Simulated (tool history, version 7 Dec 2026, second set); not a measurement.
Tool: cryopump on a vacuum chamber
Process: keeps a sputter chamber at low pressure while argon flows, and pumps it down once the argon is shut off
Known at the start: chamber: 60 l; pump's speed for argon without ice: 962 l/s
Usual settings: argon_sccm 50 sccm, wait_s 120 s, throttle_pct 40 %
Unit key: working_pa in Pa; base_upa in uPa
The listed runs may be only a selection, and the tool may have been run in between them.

run	hour	argon_sccm	wait_s	throttle_pct	working_pa	base_upa
1	0	50	120	40	0.2429	1.71
2	74.5	50	120	40	0.2418	1.93
3	119.8	50	120	40	0.2458	1.95
4	175.3	50	120	40	0.2466	2.16
5	224.9	50	120	40	0.2454	2.17
6	304.1	50	120	40	0.2484	2.42
7	363.5	50	120	27	0.3536	2.57
8	410.3	50	116	40	0.2509	2.71
9	485.6	50	120	59	0.1813	2.83
10	580.1	50	120	59	0.1823	3.08
11	673.6	50	120	59	0.1841	3.38
12	727.1	50	120	40	0.2551	3.45
13	824.8	50	94	54	0.2026	4.04
14	904	98	135	19	0.9813	3.97
15	975.6	61	120	21	0.5577	4.35
16	1063.9	61	99	21	0.5605	4.6
17	1155	38	242	21	0.3526	4.33
# hour 1197.8: pump warmed up, emptied and cooled again
18	1238.8	73	22	58	0.2261	6.68
19	1292	73	22	58	0.2248	7.02
20	1382.6	84	23	40	0.3742	7.03
21	1437.4	84	23	40	0.3749	7.41
22	1479.2	36	23	31	0.2072	7.35
23	1519.4	36	23	31	0.2084	7.56
24	1588.5	39	45	24	0.2921	5.53

Subtracting, for every run, the result it would have given without the tool's unlogged condition from the measured result gives the following. The same run-to-run variation enters both numbers; the gauge's scatter may not:
Unlogged tool condition in this case: pump's speed, % of a pump's without ice; cold plate's temperature, K; leak into the chamber, uPa l/s; drift of the gauge itself on working_pa, %; drift of the gauge itself on base_upa, %.
run	working_pa	base_upa
1	+0.0229	+0.62
2	+0.0241	+0.8
3	+0.025	+0.89
4	+0.026	+1.05
5	+0.0268	+1.12
6	+0.0281	+1.33
7	+0.029	+1.48
8	+0.0301	+1.58
9	+0.0313	+1.76
10	+0.0335	+2.02
11	+0.0351	+2.27
12	+0.0361	+2.4
13	+0.0382	+2.72
14	+0.0772	+2.97
15	+0.0495	+3.22
16	+0.0517	+3.38
17	+0.0339	+3.64
18	+0.0028	+2.38
19	+0.0036	+2.56
20	+0.0057	+2.75
21	+0.0068	+2.98
22	+0.0033	+3.02
23	+0.0036	+3.14
24	+0.0045	+3.18
